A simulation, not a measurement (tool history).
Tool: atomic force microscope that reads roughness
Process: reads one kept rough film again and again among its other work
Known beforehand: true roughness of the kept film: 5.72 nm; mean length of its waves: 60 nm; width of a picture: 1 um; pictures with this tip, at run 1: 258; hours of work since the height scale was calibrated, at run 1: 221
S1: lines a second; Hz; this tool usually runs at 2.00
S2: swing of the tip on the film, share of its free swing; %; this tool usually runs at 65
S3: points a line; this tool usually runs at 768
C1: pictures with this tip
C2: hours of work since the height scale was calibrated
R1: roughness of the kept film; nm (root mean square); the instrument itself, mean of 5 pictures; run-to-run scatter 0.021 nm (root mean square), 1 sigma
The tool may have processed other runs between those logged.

run   hour    S1  S2   S3   C1   C2     R1
  1    0.0  2.00  65  768  258  221  4.819
  2    6.9  2.00  65  768  273  225  4.792
  3   23.1  2.00  65  768  309  236  4.729
      28.8  -- new tip fitted
  4   33.5  2.00  65  768   11  242  5.047
  5   45.0  2.00  65  768   36  250  5.046
  6   56.2  2.00  65  768   61  257  5.072
  7   65.9  2.00  65  458   82  263  5.027
  8   83.0  2.00  65  768  120  274  4.955
  9   93.9  2.00  65  768  144  282  4.906
 10  103.8  2.00  65  768  165  288  4.879
 11  113.2  2.00  65  768  186  294  4.880
 12  127.4  2.00  65  768  217  303  4.806
 13  144.4  3.01  62  561  255  315  4.741
 14  154.0  3.01  77  933  276  321  4.305
 15  168.9  3.01  77  933  309  330  4.316
     174.6  -- new tip fitted
 16  185.7  0.95  65  768   24  341  5.171
 17  199.3  0.88  65  433   54  350  5.170
 18  210.9  0.88  65  433   80  358  5.134
 19  226.7  0.54  66  471  115  368  5.123
 20  237.6  1.73  75  490  138  375  4.786
 21  248.7  2.00  55  768  163  382  5.009
 22  262.0  0.65  77  364  192  391  4.918

Consider 4 possible next runs. They are alternatives, not a sequence: every one starts from the tool as it was left by run 22. What does each give?
  A  273.8  3.31  89  678  218  398   ?
  B  273.8  0.55  63  768  218  398   ?
  C  273.8  1.91  73  701  218  398   ?
  D  273.8  0.65  74  768  218  398   ?

run     R1
  A  3.922
  B  5.021
  C  4.710
  D  4.917
Take away the tool's hidden state, keep each run's random variation, and the runs would have read:
run     R1
  A  4.167
  B  5.335
  C  5.004
  D  5.224
